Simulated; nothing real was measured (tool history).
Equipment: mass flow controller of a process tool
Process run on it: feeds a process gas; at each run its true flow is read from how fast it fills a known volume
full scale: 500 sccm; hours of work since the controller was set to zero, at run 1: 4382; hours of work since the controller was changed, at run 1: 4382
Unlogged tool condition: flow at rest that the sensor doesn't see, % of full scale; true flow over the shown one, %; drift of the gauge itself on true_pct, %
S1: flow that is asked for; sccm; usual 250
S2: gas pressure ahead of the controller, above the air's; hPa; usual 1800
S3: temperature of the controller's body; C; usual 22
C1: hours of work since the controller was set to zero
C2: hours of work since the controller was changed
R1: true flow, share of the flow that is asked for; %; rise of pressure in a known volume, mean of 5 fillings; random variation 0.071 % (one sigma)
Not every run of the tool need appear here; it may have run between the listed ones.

run,hour,S1,S2,S3,C1,C2,R1
1,0,250,1800,22,4382,4382,97.4
# hour 136.9: controller's zero set anew
2,155.8,250,1800,22,11,4469,98.76
3,452,250,1800,22,177,4635,98.82
4,725.3,250,1800,22,330,4788,98.66
5,910.8,250,1800,22,434,4892,98.5
6,1164.3,250,1800,22,576,5034,98.6
7,1407.7,250,1800,22,712,5171,98.41
8,1558.4,250,1800,22,797,5255,98.27
9,1774.3,250,1800,22,918,5376,98.22
10,1970.2,250,1800,22,1028,5486,98.16
11,2178.2,250,1800,35,1144,5603,96.91
12,2387.1,250,1800,22,1262,5720,97.81
13,2585.2,250,1800,21,1373,5831,98.05
14,2874.3,250,2480,21,1535,5993,97.6
15,3124.6,250,2480,21,1675,6133,97.36
16,3455.7,250,2480,21,1861,6319,97.22
17,3705.5,250,1800,22,2001,6459,97.56
18,4063.7,250,1800,22,2201,6660,97.38
19,4330,250,1800,22,2351,6809,97.32
20,4604.4,250,1800,22,2505,6963,97.34
21,4749.8,250,1800,22,2586,7044,97.13
22,5094.1,250,1800,22,2779,7237,97.15
23,5257.8,250,1800,32,2871,7329,96
24,5539.9,250,1800,32,3029,7487,95.99
25,5863,250,1800,32,3210,7668,95.79
26,6080.7,162,1800,22,3332,7790,95.98
27,6346.8,250,2380,22,3481,7940,96.31
28,6620.5,175,1540,33,3635,8093,95.09
29,6958,353,1800,26,3824,8282,96.35
30,7317.4,250,1800,35,4026,8484,94.99
31,7556.8,270,1430,21,4160,8618,96.72
32,7739.8,57,2700,32,4262,8721,89.22
# hour 8089.9: controller's zero set anew
33,8089.9,250,1900,24,0,8917,97.36
34,8414.2,94,2040,23,182,9098,97.06
35,8628.3,250,1800,25,302,9218,97.15
36,8927.3,250,1800,25,469,9386,97.05
37,9244.7,250,1800,25,647,9564,96.89
38,9415.6,432,2220,37,743,9660,95.52
39,9576.6,432,2220,37,834,9750,95.61
40,9768.5,432,2220,37,941,9858,95.51
# hour 9795.7: controller exchanged for a calibrated one
41,9980.1,87,2560,37,103,103,97.94
42,10289,87,2560,37,277,277,97.71
43,10579,81,1560,22,439,439,99.69
44,10794.2,159,2590,25,560,560,98.86
45,10960.7,380,1800,39,653,653,98.55
46,11263.3,380,1800,39,823,823,98.37
47,11516.5,399,1470,26,965,965,99.7
48,11771.3,111,1810,26,1108,1108,98.53
49,12083.2,111,1810,26,1282,1282,98.39

Hidden state or all else? Some run-to-run changes of R1, split into what the settings, what came in and random variation would give without the hidden state, and what is left for the hidden state (with any gauge scatter that isn't in both results):
Run 31 -> 32: S1 270 -> 57, S2 1430 -> 2700, S3 21 -> 32. R1 -7.5 %: hidden state -5.29, all else -2.21.
Run 32 -> 33: S1 57 -> 250, S2 2700 -> 1900, S3 32 -> 24, controller's zero set anew. R1 +8.14 %: hidden state +6.57, all else +1.57.
Run 40 -> 41: S1 432 -> 87, S2 2220 -> 2560, controller exchanged for a calibrated one. R1 +2.43 %: hidden state +3.02, all else -0.59.

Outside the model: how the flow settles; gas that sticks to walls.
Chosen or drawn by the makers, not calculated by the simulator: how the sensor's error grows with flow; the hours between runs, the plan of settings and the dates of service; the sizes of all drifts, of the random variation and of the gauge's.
